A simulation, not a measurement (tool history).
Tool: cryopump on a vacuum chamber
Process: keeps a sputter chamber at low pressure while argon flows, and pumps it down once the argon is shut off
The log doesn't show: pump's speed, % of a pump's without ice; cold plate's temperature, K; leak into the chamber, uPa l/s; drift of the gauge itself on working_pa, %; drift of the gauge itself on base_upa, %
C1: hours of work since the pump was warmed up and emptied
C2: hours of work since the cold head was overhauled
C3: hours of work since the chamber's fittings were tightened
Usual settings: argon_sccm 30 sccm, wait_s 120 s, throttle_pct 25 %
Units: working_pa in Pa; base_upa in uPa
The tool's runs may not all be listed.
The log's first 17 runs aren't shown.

Run 18, hour 272.6: usual settings but argon_sccm 58 sccm, wait_s 206 s; C1 704; C2 704; C3 672. Result: working_pa 0.3817 Pa, base_upa 0.85 uPa.
Run 19, hour 284.4: usual settings but argon_sccm 58 sccm, wait_s 206 s; C1 713; C2 713; C3 681. Result: working_pa 0.3857 Pa, base_upa 0.88 uPa.
Run 20, hour 300.1: usual settings but argon_sccm 58 sccm, wait_s 206 s; C1 725; C2 725; C3 693. Result: working_pa 0.3840 Pa, base_upa 0.90 uPa.
Run 21, hour 317.5: usual settings but argon_sccm 59 sccm, wait_s 248 s, throttle_pct 18 %; C1 738; C2 738; C3 706. Result: working_pa 0.5316 Pa, base_upa 0.82 uPa.
Run 22, hour 331.2: usual settings but throttle_pct 37 %; C1 748; C2 748; C3 716. Result: working_pa 0.1365 Pa, base_upa 1.13 uPa.
Run 23, hour 345.3: usual settings but throttle_pct 37 %; C1 759; C2 759; C3 727. Result: working_pa 0.1373 Pa, base_upa 1.09 uPa.
Run 24, hour 360.9: usual settings but wait_s 129 s, throttle_pct 18 %; C1 771; C2 771; C3 739. Result: working_pa 0.2755 Pa, base_upa 1.06 uPa.
Run 25, hour 380.1: usual settings but wait_s 129 s, throttle_pct 18 %; C1 785; C2 785; C3 753. Result: working_pa 0.2723 Pa, base_upa 1.05 uPa.
Run 26, hour 402.3: usual settings but argon_sccm 14 sccm, wait_s 163 s, throttle_pct 18 %; C1 802; C2 802; C3 770. Result: working_pa 0.1282 Pa, base_upa 0.99 uPa.
Run 27, hour 414.9: usual settings but argon_sccm 18 sccm, wait_s 110 s, throttle_pct 51 %; C1 811; C2 811; C3 779. Result: working_pa 0.0614 Pa, base_upa 1.26 uPa.
Run 28, hour 430.0: usual settings but argon_sccm 18 sccm, wait_s 110 s, throttle_pct 51 %; C1 823; C2 823; C3 791. Result: working_pa 0.0619 Pa, base_upa 1.25 uPa.
Run 29, hour 452.3: usual settings but argon_sccm 18 sccm, wait_s 110 s, throttle_pct 18 %; C1 840; C2 840; C3 808. Result: working_pa 0.1635 Pa, base_upa 1.24 uPa.
Run 30, hour 474.2: usual settings but argon_sccm 18 sccm, wait_s 110 s, throttle_pct 18 %; C1 856; C2 856; C3 824. Result: working_pa 0.1656 Pa, base_upa 1.16 uPa.
Run 31, hour 484.7: usual settings but wait_s 198 s; C1 864; C2 864; C3 832. Result: working_pa 0.1991 Pa, base_upa 0.93 uPa.
Run 32, hour 495.1: usual settings but argon_sccm 53 sccm, throttle_pct 53 %; C1 872; C2 872; C3 840. Result: working_pa 0.1754 Pa, base_upa 1.18 uPa.
Run 33, hour 505.3: usual settings but argon_sccm 25 sccm, wait_s 64 s, throttle_pct 56 %; C1 880; C2 880; C3 848. Result: working_pa 0.0772 Pa, base_upa 1.70 uPa.

Forecast each of these 5 alternatives for the next run:
Run A, hour 519.6: usual settings but argon_sccm 16 sccm, wait_s 54 s, throttle_pct 17 %; C1 890; C2 890; C3 858. Result: working_pa ?, base_upa ?.
Run B, hour 519.6: usual settings but argon_sccm 52 sccm, wait_s 64 s, throttle_pct 38 %; C1 890; C2 890; C3 858. Result: working_pa ?, base_upa ?.
Run C, hour 519.6: usual settings but argon_sccm 35 sccm, wait_s 64 s, throttle_pct 56 %; C1 890; C2 890; C3 858. Result: working_pa ?, base_upa ?.
Run D, hour 519.6: usual settings but argon_sccm 24 sccm, wait_s 134 s, throttle_pct 59 %; C1 890; C2 890; C3 858. Result: working_pa ?, base_upa ?.
Run E, hour 519.6: usual settings but throttle_pct 41 %; C1 890; C2 890; C3 858. Result: working_pa ?, base_upa ?.

run  working_pa  base_upa
  A      0.1539      1.87
  B      0.2346      1.74
  C      0.1107      1.71
  D      0.0714      1.12
  E      0.1255      1.13
Without the tool's hidden state the same runs would have given:
run  working_pa  base_upa
  A      0.1494      1.58
  B      0.2196      1.43
  C      0.1006      1.40
  D      0.0646      0.81
  E      0.1170      0.83

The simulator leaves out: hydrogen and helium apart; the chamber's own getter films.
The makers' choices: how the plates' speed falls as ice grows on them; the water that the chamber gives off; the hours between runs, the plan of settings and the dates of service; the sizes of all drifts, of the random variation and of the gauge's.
